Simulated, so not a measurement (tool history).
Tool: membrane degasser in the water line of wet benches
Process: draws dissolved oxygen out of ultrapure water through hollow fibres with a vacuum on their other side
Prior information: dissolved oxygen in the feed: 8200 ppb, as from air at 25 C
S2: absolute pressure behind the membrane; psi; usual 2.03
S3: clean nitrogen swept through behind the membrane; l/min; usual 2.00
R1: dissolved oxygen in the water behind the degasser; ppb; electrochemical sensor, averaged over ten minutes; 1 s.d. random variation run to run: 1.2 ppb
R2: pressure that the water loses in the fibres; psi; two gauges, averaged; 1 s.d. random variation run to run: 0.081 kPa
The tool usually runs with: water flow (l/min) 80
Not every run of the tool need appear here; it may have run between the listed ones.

run 1 hour=0.0 | water_flow_(l/min)=80 S2=2.03 S3=2.00 | R1=814.7 R2=3.739
run 2 hour=47.0 | water_flow_(l/min)=80 S2=2.03 S3=2.00 | R1=814.1 R2=3.743
run 3 hour=99.8 | water_flow_(l/min)=80 S2=1.26 S3=2.00 | R1=439.3 R2=3.752
run 4 hour=158.2 | water_flow_(l/min)=80 S2=1.26 S3=2.00 | R1=438.9 R2=3.754
run 5 hour=210.4 | water_flow_(l/min)=80 S2=2.03 S3=5.41 | R1=363.0 R2=3.739
run 6 hour=262.0 | water_flow_(l/min)=80 S2=2.03 S3=5.41 | R1=364.4 R2=3.743
run 7 hour=298.3 | water_flow_(l/min)=80 S2=2.03 S3=5.41 | R1=363.7 R2=3.755
run 8 hour=342.2 | water_flow_(l/min)=80 S2=2.03 S3=5.41 | R1=363.0 R2=3.741
run 9 hour=385.7 | water_flow_(l/min)=80 S2=2.03 S3=5.41 | R1=363.5 R2=3.762
run 10 hour=418.9 | water_flow_(l/min)=111 S2=2.03 S3=5.41 | R1=509.7 R2=5.213
run 11 hour=460.6 | water_flow_(l/min)=80 S2=2.03 S3=2.00 | R1=814.4 R2=3.756
run 12 hour=500.3 | water_flow_(l/min)=80 S2=2.03 S3=2.00 | R1=813.7 R2=3.743
run 13 hour=531.3 | water_flow_(l/min)=58 S2=2.03 S3=2.00 | R1=633.3 R2=2.735
run 14 hour=562.0 | water_flow_(l/min)=80 S2=2.03 S3=3.96 | R1=474.3 R2=3.749
run 15 hour=591.7 | water_flow_(l/min)=61 S2=3.48 S3=1.11 | R1=1784.1 R2=2.854
run 16 hour=630.2 | water_flow_(l/min)=80 S2=1.86 S3=3.31 | R1=494.2 R2=3.771
run 17 hour=675.5 | water_flow_(l/min)=104 S2=4.05 S3=1.80 | R1=2125.3 R2=4.901
run 18 hour=702.9 | water_flow_(l/min)=50 S2=3.15 S3=1.80 | R1=994.8 R2=2.355
run 19 hour=755.4 | water_flow_(l/min)=119 S2=4.58 S3=2.00 | R1=2420.8 R2=5.581
run 20 hour=804.1 | water_flow_(l/min)=119 S2=4.58 S3=2.00 | R1=2420.3 R2=5.581
run 21 hour=834.0 | water_flow_(l/min)=119 S2=4.58 S3=0.90 | R1=3632.9 R2=5.564
run 22 hour=880.3 | water_flow_(l/min)=119 S2=4.58 S3=0.90 | R1=3621.3 R2=5.585
run 23 hour=909.0 | water_flow_(l/min)=119 S2=4.58 S3=0.90 | R1=3624.4 R2=5.604
run 24 hour=964.4 | water_flow_(l/min)=119 S2=4.58 S3=0.90 | R1=3635.5 R2=5.569
run 25 hour=990.5 | water_flow_(l/min)=119 S2=3.77 S3=2.79 | R1=1661.5 R2=5.572
run 26 hour=1048.5 | water_flow_(l/min)=119 S2=3.77 S3=2.79 | R1=1657.0 R2=5.593
run 27 hour=1091.2 | water_flow_(l/min)=66 S2=4.58 S3=1.95 | R1=1661.7 R2=3.099
run 28 hour=1121.2 | water_flow_(l/min)=66 S2=4.58 S3=1.95 | R1=1662.1 R2=3.110

Here are 3 independent what-if runs from the current tool condition. What would each one return?
run A hour=1177.2 | water_flow_(l/min)=55 S2=4.58 S3=1.95 | R1=? R2=?
run B hour=1177.2 | water_flow_(l/min)=102 S2=4.58 S3=1.95 | R1=? R2=?
run C hour=1177.2 | water_flow_(l/min)=58 S2=1.48 S3=3.17 | R1=? R2=?

run=A R1=1460.6 R2=2.602
run=B R1=2224.6 R2=4.808
run=C R1=288.3 R2=2.717
Stripped of hidden state, with their random variation kept, the same runs would have yielded:
run=A R1=1448.7 R2=2.582
run=B R1=2212.0 R2=4.769
run=C R1=279.9 R2=2.695

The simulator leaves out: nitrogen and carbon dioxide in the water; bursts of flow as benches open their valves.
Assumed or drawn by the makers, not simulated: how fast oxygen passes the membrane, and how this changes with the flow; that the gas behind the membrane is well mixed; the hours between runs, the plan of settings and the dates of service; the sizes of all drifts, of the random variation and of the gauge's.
